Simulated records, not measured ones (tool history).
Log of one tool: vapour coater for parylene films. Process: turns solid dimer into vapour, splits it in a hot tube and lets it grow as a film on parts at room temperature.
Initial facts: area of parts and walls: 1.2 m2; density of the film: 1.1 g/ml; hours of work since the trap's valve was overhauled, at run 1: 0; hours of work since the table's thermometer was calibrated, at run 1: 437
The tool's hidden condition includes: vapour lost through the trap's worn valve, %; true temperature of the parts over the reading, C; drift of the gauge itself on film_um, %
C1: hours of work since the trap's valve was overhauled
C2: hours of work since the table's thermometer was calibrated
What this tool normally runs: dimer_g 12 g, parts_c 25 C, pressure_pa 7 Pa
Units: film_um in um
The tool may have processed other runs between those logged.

run 1 day=0 | dimer_g=12 parts_c=25 pressure_pa=7 | C1=0 C2=437 | film_um=5.85
run 2 day=1.612 | dimer_g=21 parts_c=25 pressure_pa=7 | C1=27 C2=464 | film_um=10.24
run 3 day=3.721 | dimer_g=21 parts_c=25 pressure_pa=7 | C1=61 C2=498 | film_um=10.13
run 4 day=5.333 | dimer_g=21 parts_c=25 pressure_pa=7 | C1=88 C2=525 | film_um=10.06
run 5 day=7.329 | dimer_g=21 parts_c=25 pressure_pa=7 | C1=121 C2=558 | film_um=10.1
run 6 day=9.296 | dimer_g=17 parts_c=25 pressure_pa=7 | C1=153 C2=590 | film_um=8.16
run 7 day=11 | dimer_g=17 parts_c=25 pressure_pa=7 | C1=181 C2=618 | film_um=8.09
run 8 day=12.421 | dimer_g=17 parts_c=25 pressure_pa=7 | C1=204 C2=642 | film_um=8.04
run 9 day=13.983 | dimer_g=12 parts_c=25 pressure_pa=7 | C1=230 C2=667 | film_um=5.68
run 10 day=15.417 | dimer_g=13 parts_c=23 pressure_pa=2.57 | C1=254 C2=691 | film_um=7.21
run 11 day=17.042 | dimer_g=12 parts_c=26 pressure_pa=7 | C1=280 C2=718 | film_um=5.52
run 12 day=19.925 | dimer_g=12 parts_c=26 pressure_pa=2.57 | C1=328 C2=765 | film_um=6.08
run 13 day=22.154 | dimer_g=12 parts_c=26 pressure_pa=2.09 | C1=364 C2=802 | film_um=6.16
run 14 day=24.062 | dimer_g=11 parts_c=18 pressure_pa=3.59 | C1=396 C2=833 | film_um=6.47
run 15 day=26.379 | dimer_g=9 parts_c=28 pressure_pa=8.04 | C1=434 C2=871 | film_um=3.81
run 16 day=27.825 | dimer_g=15 parts_c=28 pressure_pa=8.54 | C1=458 C2=895 | film_um=6.3
run 17 day=29.8 | dimer_g=7 parts_c=26 pressure_pa=5.62 | C1=490 C2=927 | film_um=3.21
run 18 day=32.55 | dimer_g=7 parts_c=26 pressure_pa=5.62 | C1=535 C2=973 | film_um=3.22

Some steps in film_um, run to run, broken into two amounts with sign: the step expected even without the hidden condition (settings, incoming material, random variation), and the rest, left for the hidden condition together with whatever gauge scatter is not in both the measured and the hidden-condition-free result:
Run 1 -> 2: dimer_g 12 -> 21. film_um +4.39 um: hidden state -0.01, all else +4.4.
Run 15 -> 16: dimer_g 9 -> 15, pressure_pa 8.04 -> 8.54. film_um +2.49 um: hidden state -0.15, all else +2.64.
